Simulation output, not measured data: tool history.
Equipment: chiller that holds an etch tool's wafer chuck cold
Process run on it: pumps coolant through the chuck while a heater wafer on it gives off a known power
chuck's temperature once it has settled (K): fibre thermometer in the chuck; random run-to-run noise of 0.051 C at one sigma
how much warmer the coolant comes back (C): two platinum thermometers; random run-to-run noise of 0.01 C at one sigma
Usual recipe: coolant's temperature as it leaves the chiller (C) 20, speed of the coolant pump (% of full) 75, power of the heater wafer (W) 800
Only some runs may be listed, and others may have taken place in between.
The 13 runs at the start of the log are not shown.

run,day,coolant's temperature as it leaves the chiller (C),speed of the coolant pump (% of full),power of the heater wafer (W),chuck's temperature once it has settled (K),how much warmer the coolant comes back (C)
14,21.358,20,75,800,299.27,2.10
15,23.667,20,75,800,299.32,2.09
16,25.262,20,75,800,299.38,2.09
17,26.275,20,74,753,299.05,1.99
18,27.708,20,76,634,298.00,1.64
19,29.138,15,93,999,294.86,2.10
# day 29.304: chiller's thermometer calibrated
20,31.258,24,61,837,304.49,2.70
21,32.267,20,75,608,297.77,1.60
22,33.796,20,75,608,297.77,1.59
# day 34.233: chiller's thermometer calibrated, once more
23,35.942,20,76,549,297.53,1.42
24,37.450,24,82,537,301.27,1.28
25,38.875,24,82,537,301.18,1.32
26,40.600,27,66,640,305.73,1.91
27,41.988,27,66,640,305.80,1.90
28,43.362,27,71,1164,309.93,3.24
29,45.762,19,71,649,297.58,1.80
30,47.958,30,96,1010,310.18,2.09
31,49.942,30,96,1010,310.26,2.07
32,51.721,14,75,692,292.70,1.83

Each row is a separate what-if for the run after 32, all from the same tool condition, not one after another. Results?
A,53.588,26,74,825,?,?
B,53.588,18,86,538,?,?
C,53.588,18,75,1012,?,?
D,53.588,11,75,982,?,?

run,chuck's temperature once it has settled (K),how much warmer the coolant comes back (C)
A,305.95,2.22
B,295.13,1.24
C,299.43,2.70
D,292.30,2.59
Without the tool's hidden state the same runs would have given:
run,chuck's temperature once it has settled (K),how much warmer the coolant comes back (C)
A,304.87,2.17
B,294.50,1.22
C,298.10,2.64
D,291.01,2.53
